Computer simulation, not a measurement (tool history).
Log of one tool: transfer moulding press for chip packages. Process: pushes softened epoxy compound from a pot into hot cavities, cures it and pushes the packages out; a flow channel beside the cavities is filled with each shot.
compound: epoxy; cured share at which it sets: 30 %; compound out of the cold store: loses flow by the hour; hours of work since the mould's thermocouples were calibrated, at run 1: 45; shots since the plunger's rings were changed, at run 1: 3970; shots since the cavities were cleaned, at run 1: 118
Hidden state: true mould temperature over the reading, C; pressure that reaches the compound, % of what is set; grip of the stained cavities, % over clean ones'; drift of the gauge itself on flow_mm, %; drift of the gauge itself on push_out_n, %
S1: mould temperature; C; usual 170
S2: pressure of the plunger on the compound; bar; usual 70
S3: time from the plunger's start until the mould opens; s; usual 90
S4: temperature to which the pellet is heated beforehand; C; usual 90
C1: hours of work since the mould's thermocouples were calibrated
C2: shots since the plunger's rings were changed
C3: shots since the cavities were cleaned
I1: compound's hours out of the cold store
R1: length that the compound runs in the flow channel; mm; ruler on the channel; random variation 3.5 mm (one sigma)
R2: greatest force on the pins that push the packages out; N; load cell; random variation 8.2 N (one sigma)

Run 1, hour 0: usual settings; C1 45; C2 3970; C3 118; I1 23. Result: R1 582 mm, R2 423 N.
Run 2, hour 9.8: usual settings; C1 51; C2 4074; C3 222; I1 15. Result: R1 608 mm, R2 493 N.
Run 3, hour 21.9: usual settings; C1 57; C2 4202; C3 350; I1 31.1. Result: R1 540 mm, R2 538 N.
Run 4, hour 28: usual settings; C1 61; C2 4267; C3 415; I1 32.6. Result: R1 540 mm, R2 542 N.
Run 5, hour 33.8: usual settings; C1 64; C2 4328; C3 476; I1 43.7. Result: R1 498 mm, R2 577 N.
Run 6, hour 44.9: usual settings but S2 58.2 bar; C1 71; C2 4447; C3 595; I1 24.2. Result: R1 520 mm, R2 624 N.
Run 7, hour 50.9: usual settings but S2 58.2 bar; C1 74; C2 4510; C3 658; I1 36.3. Result: R1 471 mm, R2 599 N.
Run 8, hour 61.2: usual settings but S2 58.2 bar; C1 80; C2 4619; C3 767; I1 25. Result: R1 518 mm, R2 659 N.
At hour 72.4: cavities cleaned with cleaning compound and waxed.
Run 9, hour 72.4: usual settings but S1 167 C; C1 86; C2 4722; C3 0; I1 22.2. Result: R1 581 mm, R2 446 N.
Run 10, hour 81.5: usual settings but S1 167 C, S4 87 C; C1 91; C2 4819; C3 97; I1 44. Result: R1 497 mm, R2 484 N.
Run 11, hour 93.4: usual settings but S1 167 C, S4 87 C; C1 98; C2 4945; C3 223; I1 28.7. Result: R1 555 mm, R2 625 N.
Run 12, hour 99.8: usual settings; C1 101; C2 5013; C3 291; I1 47.3. Result: R1 477 mm, R2 508 N.
Run 13, hour 109.1: usual settings; C1 107; C2 5112; C3 390; I1 45.2. Result: R1 480 mm, R2 558 N.
At hour 115.6: plunger's sealing rings changed.
Run 14, hour 121.6: usual settings; C1 112; C2 64; C3 496; I1 40.1. Result: R1 551 mm, R2 575 N.

Forecast run 15:
Run 15, hour 134.7: usual settings but S3 86 s, S4 92 C; C1 120; C2 202; C3 634; I1 35.2. Result: R1 ?, R2 ?.

R1: 565 mm
R2: 663 N
Without the tool's hidden state the same run would have given R1 567 mm, R2 369 N.
